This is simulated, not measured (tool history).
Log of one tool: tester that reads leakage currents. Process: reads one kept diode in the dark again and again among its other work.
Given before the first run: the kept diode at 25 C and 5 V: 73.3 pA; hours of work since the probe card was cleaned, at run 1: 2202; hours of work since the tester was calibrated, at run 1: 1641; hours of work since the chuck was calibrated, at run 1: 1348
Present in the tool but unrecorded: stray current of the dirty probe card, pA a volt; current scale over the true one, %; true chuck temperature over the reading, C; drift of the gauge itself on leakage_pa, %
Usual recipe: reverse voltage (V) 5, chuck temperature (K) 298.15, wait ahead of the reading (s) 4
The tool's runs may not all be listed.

| run | hour | reverse voltage (V) | chuck temperature (K) | wait ahead of the reading (s) | hours of work since the probe card was cleaned | hours of work since the tester was calibrated | hours of work since the chuck was calibrated | current that the tester gives (pA) |
|---|---|---|---|---|---|---|---|---|
| 1 | 0 | 5 | 298.15 | 4 | 2202 | 1641 | 1348 | 90.2 |
| 2 | 72.6 | 5 | 298.15 | 4 | 2250 | 1689 | 1396 | 90.88 |
| 3 | 187.1 | 5 | 298.15 | 4.82 | 2325 | 1765 | 1471 | 91.38 |
| 4 | 308.7 | 5 | 298.15 | 4 | 2406 | 1845 | 1552 | 92.32 |
|  | 372.5 | chuck's temperature calibrated |
| 5 | 379.4 | 5 | 298.15 | 4 | 2451 | 1891 | 5 | 81.86 |
| 6 | 491.8 | 5 | 298.15 | 4 | 2525 | 1965 | 79 | 82.22 |
| 7 | 594.4 | 5 | 298.15 | 4 | 2593 | 2033 | 147 | 83.03 |
| 8 | 746 | 5 | 298.15 | 4 | 2693 | 2133 | 247 | 84.06 |
| 9 | 807.2 | 17.75 | 298.15 | 4 | 2734 | 2173 | 287 | 181.14 |
|  | 833.1 | tester calibrated |
| 10 | 881.1 | 17.75 | 298.15 | 4 | 2781 | 32 | 335 | 178.54 |
| 11 | 988 | 17.75 | 322.15 | 4 | 2852 | 102 | 405 | 894.37 |
| 12 | 1101.9 | 5 | 298.15 | 4 | 2927 | 178 | 481 | 84.92 |
| 13 | 1248.3 | 5 | 298.15 | 4.03 | 3024 | 274 | 577 | 86.33 |
| 14 | 1331.3 | 5 | 298.15 | 4.03 | 3078 | 329 | 632 | 86.59 |
| 15 | 1412.9 | 5 | 298.15 | 4.03 | 3132 | 383 | 686 | 87.29 |
| 16 | 1537.4 | 5 | 298.15 | 4 | 3215 | 465 | 768 | 88.26 |
| 17 | 1626.1 | 5 | 324.15 | 4 | 3273 | 524 | 827 | 529.38 |
| 18 | 1693.6 | 5 | 298.15 | 0.52 | 3318 | 568 | 871 | 90.74 |
| 19 | 1842.5 | 5 | 298.15 | 0.52 | 3416 | 667 | 970 | 91.81 |
| 20 | 1913 | 5 | 298.15 | 4 | 3463 | 713 | 1016 | 89.96 |
| 21 | 2064.4 | 5 | 302.15 | 7.13 | 3563 | 813 | 1116 | 121.2 |
| 22 | 2140.7 | 11.58 | 293.15 | 4 | 3613 | 864 | 1167 | 111.23 |
| 23 | 2210.1 | 11.58 | 293.15 | 4 | 3659 | 910 | 1213 | 111.77 |
| 24 | 2271.2 | 11.58 | 293.15 | 4 | 3699 | 950 | 1253 | 112.51 |
| 25 | 2356.1 | 1.52 | 301.15 | 8.89 | 3755 | 1006 | 1309 | 57.79 |
| 26 | 2487.4 | 5 | 331.15 | 4 | 3842 | 1093 | 1396 | 869.1 |
| 27 | 2636.1 | 19.77 | 313.15 | 0.38 | 3940 | 1191 | 1494 | 592.6 |
|  | 2708.7 | probe card cleaned and baked |
| 28 | 2746.3 | 4.58 | 306.15 | 0.84 | 25 | 1262 | 1565 | 147.36 |
|  | 2787.1 | chuck's temperature calibrated |
| 29 | 2825.4 | 4.58 | 320.15 | 8.01 | 76 | 1313 | 25 | 362.75 |
| 30 | 2940.6 | 4.58 | 320.15 | 8.01 | 152 | 1389 | 101 | 366.31 |
| 31 | 3053.1 | 4.58 | 320.15 | 8.01 | 226 | 1463 | 176 | 368.94 |
| 32 | 3201.4 | 2.34 | 321.15 | 1.11 | 324 | 1561 | 274 | 278.63 |
| 33 | 3307.9 | 7.37 | 298.15 | 5.26 | 394 | 1631 | 344 | 96.72 |
| 34 | 3428.3 | 16.14 | 297.15 | 2.32 | 474 | 1711 | 424 | 140.18 |
| 35 | 3495.2 | 11.21 | 312.15 | 4 | 518 | 1755 | 468 | 348.64 |
| 36 | 3580.1 | 5 | 297.15 | 1.13 | 574 | 1811 | 524 | 74.9 |
| 37 | 3683.9 | 3.3 | 302.15 | 5.28 | 643 | 1880 | 592 | 87.49 |
| 38 | 3763.7 | 1.85 | 302.15 | 0.34 | 696 | 1933 | 645 | 65.35 |
| 39 | 3861.1 | 11.35 | 317.15 | 6.75 | 760 | 1997 | 709 | 508.87 |

Below are 4 alternative next runs, each starting from the tool's condition after run 39. Predict each:
| A | 3953.4 | 7.59 | 317.15 | 6.75 | 821 | 2058 | 770 | ? |
| B | 3953.4 | 12.5 | 299.15 | 6.75 | 821 | 2058 | 770 | ? |
| C | 3953.4 | 11.35 | 324.15 | 8.13 | 821 | 2058 | 770 | ? |
| D | 3953.4 | 11.35 | 317.15 | 3.5 | 821 | 2058 | 770 | ? |

| run | current that the tester gives (pA) |
|---|---|
| A | 411.14 |
| B | 146.74 |
| C | 822.23 |
| D | 510.12 |
With no hidden state in the tool, these same runs would have given:
| run | current that the tester gives (pA) |
|---|---|
| A | 379.19 |
| B | 129.62 |
| C | 762.06 |
| D | 469.57 |

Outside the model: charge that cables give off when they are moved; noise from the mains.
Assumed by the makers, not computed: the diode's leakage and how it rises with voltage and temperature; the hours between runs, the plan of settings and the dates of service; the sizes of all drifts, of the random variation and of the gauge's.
